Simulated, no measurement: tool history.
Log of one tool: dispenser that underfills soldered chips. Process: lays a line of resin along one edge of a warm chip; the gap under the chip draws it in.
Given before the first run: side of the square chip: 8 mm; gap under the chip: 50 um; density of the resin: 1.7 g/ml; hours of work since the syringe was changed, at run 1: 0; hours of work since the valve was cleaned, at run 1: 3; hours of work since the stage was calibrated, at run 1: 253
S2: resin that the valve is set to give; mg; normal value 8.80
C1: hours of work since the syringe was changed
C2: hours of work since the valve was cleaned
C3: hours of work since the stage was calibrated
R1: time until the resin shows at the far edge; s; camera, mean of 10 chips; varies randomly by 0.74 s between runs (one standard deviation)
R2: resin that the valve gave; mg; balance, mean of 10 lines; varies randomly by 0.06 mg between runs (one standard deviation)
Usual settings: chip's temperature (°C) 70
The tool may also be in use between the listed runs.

{"run": 1, "hour": 0.0, "chip's temperature (°C)": 70, "S2": 8.8, "C1": 0, "C2": 3, "C3": 253, "R1": 65.3, "R2": 8.87}
{"run": 2, "hour": 7.2, "chip's temperature (°C)": 57, "S2": 8.8, "C1": 6, "C2": 9, "C3": 258, "R1": 129.9, "R2": 8.75}
{"hour": 8.4, "done": "new syringe of resin"}
{"run": 3, "hour": 15.2, "chip's temperature (°C)": 57, "S2": 8.8, "C1": 5, "C2": 15, "C3": 264, "R1": 126.8, "R2": 8.65}
{"hour": 16.5, "done": "new syringe of resin"}
{"run": 4, "hour": 23.4, "chip's temperature (°C)": 57, "S2": 8.8, "C1": 5, "C2": 21, "C3": 271, "R1": 125.1, "R2": 8.7}
{"hour": 24.7, "done": "new syringe of resin"}
{"run": 5, "hour": 31.9, "chip's temperature (°C)": 57, "S2": 8.8, "C1": 6, "C2": 27, "C3": 277, "R1": 127.2, "R2": 8.6}
{"hour": 33.2, "done": "new syringe of resin"}
{"hour": 41.4, "done": "new syringe of resin"}
{"run": 6, "hour": 42.7, "chip's temperature (°C)": 57, "S2": 8.8, "C1": 1, "C2": 35, "C3": 285, "R1": 104.2, "R2": 8.57}
{"hour": 49.5, "done": "new syringe of resin"}
{"run": 7, "hour": 49.9, "chip's temperature (°C)": 57, "S2": 8.8, "C1": 0, "C2": 41, "C3": 290, "R1": 103.0, "R2": 8.72}
{"run": 8, "hour": 55.4, "chip's temperature (°C)": 57, "S2": 8.8, "C1": 5, "C2": 45, "C3": 295, "R1": 124.1, "R2": 8.63}
{"hour": 57.6, "done": "new syringe of resin"}
{"hour": 66.3, "done": "new syringe of resin"}
{"run": 9, "hour": 67.4, "chip's temperature (°C)": 55, "S2": 11.3, "C1": 1, "C2": 54, "C3": 303, "R1": 109.3, "R2": 10.9}
{"hour": 74.2, "done": "new syringe of resin"}
{"run": 10, "hour": 79.4, "chip's temperature (°C)": 55, "S2": 11.3, "C1": 4, "C2": 63, "C3": 313, "R1": 127.3, "R2": 10.9}
{"hour": 82.7, "done": "new syringe of resin"}
{"hour": 91.0, "done": "new syringe of resin"}
{"run": 11, "hour": 92.5, "chip's temperature (°C)": 68, "S2": 9.87, "C1": 1, "C2": 73, "C3": 322, "R1": 71.8, "R2": 9.38}
{"run": 12, "hour": 97.8, "chip's temperature (°C)": 64, "S2": 10.13, "C1": 5, "C2": 77, "C3": 326, "R1": 99.5, "R2": 9.64}
{"hour": 99.0, "done": "new syringe of resin"}
{"run": 13, "hour": 106.5, "chip's temperature (°C)": 58, "S2": 9.98, "C1": 6, "C2": 83, "C3": 333, "R1": 122.5, "R2": 9.42}
{"hour": 107.7, "done": "new syringe of resin"}
{"hour": 115.9, "done": "dispensing valve cleaned and set on the balance"}
{"hour": 116.7, "done": "new syringe of resin"}
{"run": 14, "hour": 116.7, "chip's temperature (°C)": 60, "S2": 9.95, "C1": 0, "C2": 0, "C3": 340, "R1": 85.7, "R2": 9.95}

Below are 3 alternative next runs, each starting from the tool's condition after run 14. Predict each:
{"hour": 125.1, "done": "new syringe of resin"}
{"run": "A", "hour": 125.1, "chip's temperature (°C)": 55, "S2": 8.82, "C1": 0, "C2": 7, "C3": 346, "R1": "?", "R2": "?"}
{"hour": 125.1, "done": "new syringe of resin"}
{"run": "B", "hour": 125.1, "chip's temperature (°C)": 65, "S2": 11.29, "C1": 0, "C2": 7, "C3": 346, "R1": "?", "R2": "?"}
{"hour": 125.1, "done": "new syringe of resin"}
{"run": "C", "hour": 125.1, "chip's temperature (°C)": 63, "S2": 9.11, "C1": 0, "C2": 7, "C3": 346, "R1": "?", "R2": "?"}

run=A R1=106.1 R2=8.73
run=B R1=75.4 R2=11.20
run=C R1=81.3 R2=9.13
The same runs, with their run-to-run variation unchanged, on a tool lacking any hidden condition would have given:
run=A R1=110.0 R2=8.77
run=B R1=78.0 R2=11.25
run=C R1=84.1 R2=9.17
